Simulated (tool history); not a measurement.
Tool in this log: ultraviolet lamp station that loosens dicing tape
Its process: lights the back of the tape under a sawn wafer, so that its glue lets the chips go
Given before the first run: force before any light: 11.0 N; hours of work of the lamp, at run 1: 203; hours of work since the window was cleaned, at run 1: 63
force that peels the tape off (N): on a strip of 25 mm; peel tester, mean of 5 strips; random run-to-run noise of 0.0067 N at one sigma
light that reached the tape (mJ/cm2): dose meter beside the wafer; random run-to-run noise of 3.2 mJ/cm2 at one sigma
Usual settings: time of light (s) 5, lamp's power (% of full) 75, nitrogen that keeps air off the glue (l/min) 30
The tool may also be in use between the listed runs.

| run | hour | time of light (s) | lamp's power (% of full) | nitrogen that keeps air off the glue (l/min) | hours of work of the lamp | hours of work since the window was cleaned | force that peels the tape off (N) | light that reached the tape (mJ/cm2) |
|---|---|---|---|---|---|---|---|---|
| 1 | 0.0 | 5 | 75 | 30 | 203 | 63 | 0.223 | 513 |
| 2 | 18.5 | 5 | 75 | 30 | 211 | 72 | 0.232 | 510 |
| 3 | 39.4 | 5 | 75 | 30 | 221 | 81 | 0.216 | 510 |
| 4 | 68.5 | 5 | 75 | 30 | 234 | 94 | 0.215 | 513 |
| 5 | 95.2 | 5 | 64 | 30 | 246 | 106 | 0.330 | 431 |
| 6 | 120.4 | 3 | 75 | 30 | 258 | 118 | 0.845 | 306 |
| 7 | 139.1 | 3 | 95 | 30 | 266 | 126 | 0.453 | 390 |
| 8 | 166.5 | 3 | 95 | 30 | 278 | 139 | 0.471 | 383 |
| 9 | 193.4 | 3 | 95 | 30 | 291 | 151 | 0.451 | 392 |
| 10 | 209.0 | 3 | 95 | 30 | 298 | 158 | 0.462 | 385 |
| 11 | 223.5 | 3 | 95 | 30 | 304 | 165 | 0.463 | 390 |
| 12 | 238.6 | 5 | 75 | 30 | 311 | 171 | 0.225 | 510 |
| 13 | 257.4 | 5 | 75 | 30 | 320 | 180 | 0.218 | 507 |
| 14 | 291.7 | 5 | 75 | 30 | 335 | 195 | 0.213 | 508 |
| 15 | 321.3 | 6 | 75 | 30 | 349 | 209 | 0.157 | 606 |
| 16 | 343.8 | 6 | 75 | 30 | 359 | 219 | 0.154 | 606 |
|  | 375.2 | window cleaned of glue's vapour |
| 17 | 377.1 | 6 | 75 | 30 | 374 | 1 | 0.158 | 609 |
| 18 | 397.1 | 5 | 89 | 30 | 383 | 10 | 0.161 | 608 |
| 19 | 420.0 | 5 | 89 | 12 | 393 | 20 | 0.349 | 605 |
| 20 | 443.1 | 5 | 89 | 12 | 403 | 31 | 0.338 | 608 |
| 21 | 467.0 | 5 | 89 | 12 | 414 | 42 | 0.347 | 598 |
| 22 | 497.0 | 5 | 89 | 12 | 428 | 55 | 0.348 | 609 |
| 23 | 521.6 | 3 | 75 | 30 | 439 | 66 | 0.826 | 306 |
| 24 | 547.9 | 2 | 69 | 12 | 451 | 78 | 3.415 | 189 |
| 25 | 566.6 | 4 | 75 | 49 | 459 | 87 | 0.265 | 408 |
| 26 | 585.7 | 4 | 75 | 49 | 468 | 95 | 0.267 | 409 |
| 27 | 602.5 | 6 | 69 | 29 | 476 | 103 | 0.199 | 563 |
| 28 | 620.4 | 4 | 95 | 31 | 484 | 111 | 0.219 | 518 |

For run 29, what comes out?
| 29 | 646.7 | 5 | 72 | 30 | 496 | 123 | ? | ? |

{"run 29": {"force that peels the tape off (N)": 0.251, "light that reached the tape (mJ/cm2)": 490}}
If the tool had no hidden condition, the same run with the same run-to-run variation would have returned force that peels the tape off (N) 0.250, light that reached the tape (mJ/cm2) 491.
